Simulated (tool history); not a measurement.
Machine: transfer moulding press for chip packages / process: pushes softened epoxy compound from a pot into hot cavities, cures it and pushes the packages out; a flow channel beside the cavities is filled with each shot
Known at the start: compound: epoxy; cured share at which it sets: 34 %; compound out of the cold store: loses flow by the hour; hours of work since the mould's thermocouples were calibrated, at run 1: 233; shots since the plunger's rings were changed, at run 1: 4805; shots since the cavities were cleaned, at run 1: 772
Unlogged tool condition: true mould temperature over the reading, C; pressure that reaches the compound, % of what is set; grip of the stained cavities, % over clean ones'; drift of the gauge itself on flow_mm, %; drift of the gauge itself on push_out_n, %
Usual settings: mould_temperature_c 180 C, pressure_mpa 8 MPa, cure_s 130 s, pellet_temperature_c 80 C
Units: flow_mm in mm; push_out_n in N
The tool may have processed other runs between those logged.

| run | hour | mould_temperature_c | pressure_mpa | cure_s | pellet_temperature_c | hours of work since the mould's thermocouples were calibrated | shots since the plunger's rings were changed | shots since the cavities were cleaned | incoming compound's hours out of the cold store | flow_mm | push_out_n |
|---|---|---|---|---|---|---|---|---|---|---|---|
| 1 | 0 | 180 | 8 | 130 | 80 | 233 | 4805 | 772 | 33 | 451 | 721 |
| 2 | 6.5 | 180 | 8 | 130 | 82 | 237 | 4867 | 834 | 39.5 | 447 | 715 |
| 3 | 19.6 | 180 | 8 | 130 | 80 | 246 | 4992 | 959 | 14.5 | 481 | 776 |
|  | 26.2 | plunger's sealing rings changed |
| 4 | 29.7 | 180 | 8 | 130 | 80 | 251 | 33 | 1031 | 46.3 | 482 | 775 |
|  | 37.3 | cavities cleaned with cleaning compound and waxed |
| 5 | 42.1 | 180 | 8 | 130 | 80 | 259 | 138 | 46 | 23.6 | 522 | 797 |
| 6 | 49.4 | 180 | 8 | 130 | 80 | 264 | 207 | 115 | 17.7 | 531 | 826 |
| 7 | 60.2 | 180 | 8 | 130 | 80 | 271 | 311 | 219 | 9.8 | 540 | 805 |
| 8 | 69.5 | 180 | 6.41 | 130 | 80 | 278 | 400 | 308 | 34 | 445 | 798 |
|  | 79.5 | cavities cleaned with cleaning compound and waxed, once more |
| 9 | 79.8 | 180 | 8 | 130 | 80 | 284 | 484 | 3 | 31.4 | 504 | 499 |
| 10 | 87.5 | 180 | 8 | 130 | 80 | 289 | 557 | 76 | 27.1 | 517 | 570 |
| 11 | 93.4 | 180 | 8 | 130 | 80 | 293 | 613 | 132 | 35.1 | 492 | 572 |
| 12 | 104.9 | 180 | 6.55 | 130 | 80 | 301 | 723 | 242 | 19.1 | 466 | 652 |
| 13 | 114.9 | 177 | 8 | 130 | 80 | 308 | 818 | 337 | 38.7 | 494 | 756 |
| 14 | 120.9 | 180 | 7.66 | 130 | 80 | 312 | 876 | 395 | 24.4 | 501 | 680 |
| 15 | 131.3 | 177 | 9.65 | 124 | 73 | 319 | 976 | 495 | 34 | 556 | 908 |
| 16 | 144.6 | 180 | 7.28 | 167 | 87 | 328 | 1102 | 621 | 9.9 | 510 | 616 |
| 17 | 154.2 | 178 | 9.74 | 158 | 87 | 335 | 1194 | 713 | 44.9 | 536 | 640 |
| 18 | 167.1 | 178 | 9.47 | 152 | 78 | 343 | 1317 | 836 | 31.5 | 539 | 664 |

Estimate the outcome of run 19 from the log above:
| 19 | 178.5 | 178 | 9.47 | 152 | 78 | 351 | 1426 | 945 | 24.5 | ? | ? |

flow_mm: 557 mm
push_out_n: 698 N
Take away the tool's hidden state, keep the run-to-run variation as it was, and the same run would have given flow_mm 571 mm, push_out_n 449 N.

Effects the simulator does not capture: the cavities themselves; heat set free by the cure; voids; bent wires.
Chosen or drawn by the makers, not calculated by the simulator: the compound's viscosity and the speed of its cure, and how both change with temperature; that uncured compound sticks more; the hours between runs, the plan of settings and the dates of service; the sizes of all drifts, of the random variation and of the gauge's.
